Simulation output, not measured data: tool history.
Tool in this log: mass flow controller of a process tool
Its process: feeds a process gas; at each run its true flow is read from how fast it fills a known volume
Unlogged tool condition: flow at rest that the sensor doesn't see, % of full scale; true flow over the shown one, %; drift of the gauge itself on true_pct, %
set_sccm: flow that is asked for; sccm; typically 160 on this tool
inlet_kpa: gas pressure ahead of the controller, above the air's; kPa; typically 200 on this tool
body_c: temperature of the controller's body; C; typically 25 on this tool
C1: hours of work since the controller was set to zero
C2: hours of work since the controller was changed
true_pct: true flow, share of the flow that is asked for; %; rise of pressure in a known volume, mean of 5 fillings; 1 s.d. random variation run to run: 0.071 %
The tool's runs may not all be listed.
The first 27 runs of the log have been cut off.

{"run": 28, "day": 276.846, "set_sccm": 160, "inlet_kpa": 250, "body_c": 25, "C1": 2675, "C2": 2675, "true_pct": 97.81}
{"run": 29, "day": 287.429, "set_sccm": 165, "inlet_kpa": 168, "body_c": 30, "C1": 2850, "C2": 2850, "true_pct": 97.19}
{"run": 30, "day": 298.992, "set_sccm": 27, "inlet_kpa": 236, "body_c": 25, "C1": 3041, "C2": 3041, "true_pct": 97.22}
{"run": 31, "day": 306.325, "set_sccm": 27, "inlet_kpa": 236, "body_c": 25, "C1": 3162, "C2": 3162, "true_pct": 97.24}
{"run": 32, "day": 314.704, "set_sccm": 22, "inlet_kpa": 200, "body_c": 25, "C1": 3300, "C2": 3300, "true_pct": 97.16}
{"day": 316.804, "done": "gauge calibrated"}
{"run": 33, "day": 323.262, "set_sccm": 22, "inlet_kpa": 258, "body_c": 25, "C1": 3441, "C2": 3441, "true_pct": 99.66}
{"run": 34, "day": 338.3, "set_sccm": 51, "inlet_kpa": 153, "body_c": 33, "C1": 3689, "C2": 3689, "true_pct": 98.86}
{"run": 35, "day": 351.788, "set_sccm": 160, "inlet_kpa": 214, "body_c": 25, "C1": 3912, "C2": 3912, "true_pct": 99.69}
{"run": 36, "day": 363.725, "set_sccm": 160, "inlet_kpa": 214, "body_c": 25, "C1": 4109, "C2": 4109, "true_pct": 99.56}
{"run": 37, "day": 377.246, "set_sccm": 160, "inlet_kpa": 214, "body_c": 23, "C1": 4332, "C2": 4332, "true_pct": 99.54}
{"run": 38, "day": 384.354, "set_sccm": 160, "inlet_kpa": 214, "body_c": 24, "C1": 4450, "C2": 4450, "true_pct": 99.39}
{"run": 39, "day": 391.067, "set_sccm": 160, "inlet_kpa": 214, "body_c": 24, "C1": 4560, "C2": 4560, "true_pct": 99.46}
{"run": 40, "day": 403.971, "set_sccm": 92, "inlet_kpa": 214, "body_c": 24, "C1": 4773, "C2": 4773, "true_pct": 99}
{"run": 41, "day": 415.642, "set_sccm": 21, "inlet_kpa": 148, "body_c": 40, "C1": 4966, "C2": 4966, "true_pct": 97.91}
{"run": 42, "day": 426.283, "set_sccm": 123, "inlet_kpa": 166, "body_c": 38, "C1": 5142, "C2": 5142, "true_pct": 98.28}
{"run": 43, "day": 441.592, "set_sccm": 123, "inlet_kpa": 166, "body_c": 38, "C1": 5394, "C2": 5394, "true_pct": 98.14}
{"run": 44, "day": 452.388, "set_sccm": 127, "inlet_kpa": 166, "body_c": 23, "C1": 5573, "C2": 5573, "true_pct": 98.78}
{"run": 45, "day": 463.708, "set_sccm": 160, "inlet_kpa": 160, "body_c": 25, "C1": 5760, "C2": 5760, "true_pct": 98.5}
{"run": 46, "day": 471.804, "set_sccm": 160, "inlet_kpa": 165, "body_c": 23, "C1": 5893, "C2": 5893, "true_pct": 98.61}

Alternative continuations, all from the tool just after run 46; predict every row:
{"run": "A", "day": 486.121, "set_sccm": 48, "inlet_kpa": 172, "body_c": 35, "C1": 6129, "C2": 6129, "true_pct": "?"}
{"run": "B", "day": 486.121, "set_sccm": 160, "inlet_kpa": 160, "body_c": 33, "C1": 6129, "C2": 6129, "true_pct": "?"}
{"run": "C", "day": 486.121, "set_sccm": 160, "inlet_kpa": 165, "body_c": 24, "C1": 6129, "C2": 6129, "true_pct": "?"}
{"run": "D", "day": 486.121, "set_sccm": 160, "inlet_kpa": 192, "body_c": 21, "C1": 6129, "C2": 6129, "true_pct": "?"}
{"run": "E", "day": 486.121, "set_sccm": 60, "inlet_kpa": 165, "body_c": 30, "C1": 6129, "C2": 6129, "true_pct": "?"}

run=A true_pct=97.66
run=B true_pct=97.97
run=C true_pct=98.62
run=D true_pct=98.64
run=E true_pct=97.87
With no hidden state in the tool, these same runs would have given:
run=A true_pct=99.04
run=B true_pct=99.34
run=C true_pct=100
run=D true_pct=100.02
run=E true_pct=99.26

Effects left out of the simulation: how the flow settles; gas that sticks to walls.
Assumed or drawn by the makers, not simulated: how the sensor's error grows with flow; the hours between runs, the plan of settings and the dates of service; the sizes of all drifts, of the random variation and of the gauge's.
